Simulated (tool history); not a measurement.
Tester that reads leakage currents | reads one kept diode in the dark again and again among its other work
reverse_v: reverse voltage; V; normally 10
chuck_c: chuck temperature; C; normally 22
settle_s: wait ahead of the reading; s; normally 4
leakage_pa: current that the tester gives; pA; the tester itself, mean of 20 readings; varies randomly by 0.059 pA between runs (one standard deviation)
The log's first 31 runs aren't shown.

run,hour,reverse_v,chuck_c,settle_s,leakage_pa
32,1108.7,2.5,26,3.8,14.18
33,1137.9,4.7,34,4,33.07
34,1164.7,6.6,32,5.97,34.78
35,1210.3,14.9,58,8.47,286.42
36,1251,1.2,50,0.54,66.67
37,1300.8,1.2,28,0.47,12.94
38,1335.5,13.6,23,1.24,41.84
39,1370.6,13.3,36,2.14,69.85

Branching from run 39: 5 alternative next runs. What would each branch give?
A,1397.3,9.7,36,0.39,?
B,1397.3,2.6,58,5.96,?
C,1397.3,13.3,36,7.57,?
D,1397.3,11.2,46,4,?
E,1397.3,1.1,47,9.1,?

run,leakage_pa
A,66.6
B,159.43
C,68.62
D,116.39
E,51.78
With the hidden condition removed and each run's random variation left untouched, the same runs would have given:
run,leakage_pa
A,43.67
B,136.86
C,38.49
D,84.24
E,43.67
